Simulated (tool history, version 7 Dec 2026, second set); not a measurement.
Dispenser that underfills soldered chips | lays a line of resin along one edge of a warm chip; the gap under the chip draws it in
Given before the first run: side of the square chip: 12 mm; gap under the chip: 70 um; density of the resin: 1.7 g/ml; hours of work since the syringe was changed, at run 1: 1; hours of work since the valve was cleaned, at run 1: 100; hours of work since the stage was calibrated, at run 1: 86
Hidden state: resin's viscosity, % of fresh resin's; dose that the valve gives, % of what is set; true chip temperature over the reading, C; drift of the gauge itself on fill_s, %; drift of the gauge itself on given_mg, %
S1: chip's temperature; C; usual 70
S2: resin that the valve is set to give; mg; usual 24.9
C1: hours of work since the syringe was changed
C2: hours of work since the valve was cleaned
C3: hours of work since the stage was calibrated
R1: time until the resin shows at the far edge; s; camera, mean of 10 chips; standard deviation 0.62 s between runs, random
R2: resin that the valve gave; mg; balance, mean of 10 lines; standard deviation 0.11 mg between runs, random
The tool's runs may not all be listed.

run 1 hour=0.0 | S1=70 S2=24.9 | C1=1 C2=100 C3=86 | R1=55.4 R2=23.15
run 2 hour=15.9 | S1=70 S2=24.9 | C1=11 C2=111 C3=97 | R1=86.6 R2=23.00
-- hour=18.0 new syringe of resin
-- hour=27.9 dispensing valve cleaned and set on the balance
run 3 hour=28.1 | S1=70 S2=24.9 | C1=6 C2=0 C3=104 | R1=68.3 R2=24.88
run 4 hour=35.0 | S1=70 S2=24.9 | C1=11 C2=5 C3=108 | R1=81.3 R2=24.85
-- hour=37.8 new syringe of resin
run 5 hour=43.7 | S1=70 S2=24.9 | C1=4 C2=10 C3=114 | R1=63.6 R2=24.90
-- hour=56.3 new syringe of resin
run 6 hour=59.8 | S1=70 S2=24.9 | C1=2 C2=21 C3=124 | R1=59.9 R2=24.77
run 7 hour=68.8 | S1=70 S2=24.9 | C1=8 C2=26 C3=130 | R1=74.7 R2=24.64
-- hour=75.3 new syringe of resin
run 8 hour=84.9 | S1=70 S2=24.9 | C1=6 C2=37 C3=140 | R1=69.6 R2=24.18
-- hour=93.6 new syringe of resin
run 9 hour=97.8 | S1=58 S2=24.9 | C1=3 C2=45 C3=149 | R1=102.4 R2=24.25
run 10 hour=111.0 | S1=58 S2=24.9 | C1=11 C2=54 C3=157 | R1=147.8 R2=24.14
-- hour=112.2 new syringe of resin
run 11 hour=120.5 | S1=58 S2=25.9 | C1=5 C2=60 C3=163 | R1=111.9 R2=24.93
-- hour=130.7 new syringe of resin
run 12 hour=130.7 | S1=58 S2=25.9 | C1=0 C2=66 C3=170 | R1=86.1 R2=24.79
run 13 hour=144.8 | S1=58 S2=25.9 | C1=9 C2=76 C3=179 | R1=128.8 R2=24.55
-- hour=149.4 new syringe of resin
run 14 hour=156.4 | S1=63 S2=24.9 | C1=5 C2=83 C3=187 | R1=85.5 R2=23.55
-- hour=168.7 new syringe of resin
run 15 hour=170.1 | S1=63 S2=24.9 | C1=1 C2=92 C3=195 | R1=74.4 R2=23.26
run 16 hour=178.9 | S1=63 S2=24.9 | C1=7 C2=98 C3=201 | R1=94.3 R2=23.39
-- hour=187.5 new syringe of resin
run 17 hour=188.8 | S1=63 S2=24.9 | C1=1 C2=104 C3=207 | R1=72.2 R2=23.21
run 18 hour=196.8 | S1=70 S2=23.2 | C1=6 C2=109 C3=213 | R1=69.6 R2=21.41
-- hour=206.7 new syringe of resin
-- hour=210.9 dispensing valve cleaned and set on the balance
run 19 hour=213.1 | S1=62 S2=26.3 | C1=4 C2=1 C3=223 | R1=85.0 R2=26.39
-- hour=226.4 new syringe of resin
run 20 hour=228.7 | S1=62 S2=26.3 | C1=2 C2=11 C3=233 | R1=78.9 R2=26.05
run 21 hour=236.4 | S1=62 S2=26.3 | C1=7 C2=17 C3=238 | R1=93.7 R2=25.90
run 22 hour=244.2 | S1=70 S2=27.8 | C1=12 C2=22 C3=243 | R1=83.2 R2=27.32
-- hour=245.9 new syringe of resin
run 23 hour=257.3 | S1=66 S2=30.2 | C1=8 C2=30 C3=251 | R1=81.2 R2=29.56
-- hour=264.5 new syringe of resin
run 24 hour=273.4 | S1=57 S2=27.8 | C1=6 C2=40 C3=262 | R1=112.7 R2=27.09
-- hour=283.7 new syringe of resin
run 25 hour=284.9 | S1=57 S2=27.8 | C1=1 C2=48 C3=269 | R1=90.4 R2=26.65
run 26 hour=292.7 | S1=57 S2=27.8 | C1=6 C2=53 C3=274 | R1=111.8 R2=26.88
run 27 hour=299.8 | S1=57 S2=27.8 | C1=11 C2=58 C3=279 | R1=138.8 R2=26.62
-- hour=302.8 new syringe of resin
run 28 hour=312.0 | S1=65 S2=30.3 | C1=6 C2=65 C3=286 | R1=79.8 R2=29.09
-- hour=321.6 new syringe of resin
run 29 hour=324.7 | S1=73 S2=24.6 | C1=2 C2=74 C3=295 | R1=49.1 R2=23.48
run 30 hour=334.3 | S1=73 S2=24.6 | C1=8 C2=80 C3=301 | R1=63.0 R2=23.37
-- hour=340.1 new syringe of resin
run 31 hour=346.6 | S1=73 S2=28.3 | C1=4 C2=88 C3=309 | R1=51.8 R2=26.78
-- hour=358.5 new syringe of resin
run 32 hour=358.5 | S1=73 S2=28.3 | C1=0 C2=95 C3=316 | R1=43.0 R2=26.39
run 33 hour=372.8 | S1=67 S2=21.9 | C1=9 C2=105 C3=326 | R1=89.8 R2=20.42
-- hour=376.8 new syringe of resin
run 34 hour=387.5 | S1=67 S2=21.9 | C1=7 C2=114 C3=335 | R1=79.2 R2=20.39
-- hour=394.7 dispensing valve cleaned and set on the balance
-- hour=396.7 new syringe of resin
run 35 hour=402.0 | S1=58 S2=30.6 | C1=3 C2=5 C3=344 | R1=94.0 R2=30.37

Predict each of these 4 candidate next runs independently; none follows another, all start after run 35:
run A hour=409.5 | S1=72 S2=30.6 | C1=8 C2=10 C3=349 | R1=? R2=?
run B hour=409.5 | S1=66 S2=24.4 | C1=8 C2=10 C3=349 | R1=? R2=?
run C hour=409.5 | S1=65 S2=29.7 | C1=8 C2=10 C3=349 | R1=? R2=?
run D hour=409.5 | S1=70 S2=30.7 | C1=8 C2=10 C3=349 | R1=? R2=?

run=A R1=63.7 R2=30.30
run=B R1=84.9 R2=24.41
run=C R1=86.1 R2=29.57
run=D R1=70.0 R2=30.62
Take away the tool's hidden state, keep each run's random variation, and the runs would have read:
run=A R1=48.9 R2=30.41
run=B R1=65.2 R2=24.50
run=C R1=66.3 R2=29.69
run=D R1=53.7 R2=30.74

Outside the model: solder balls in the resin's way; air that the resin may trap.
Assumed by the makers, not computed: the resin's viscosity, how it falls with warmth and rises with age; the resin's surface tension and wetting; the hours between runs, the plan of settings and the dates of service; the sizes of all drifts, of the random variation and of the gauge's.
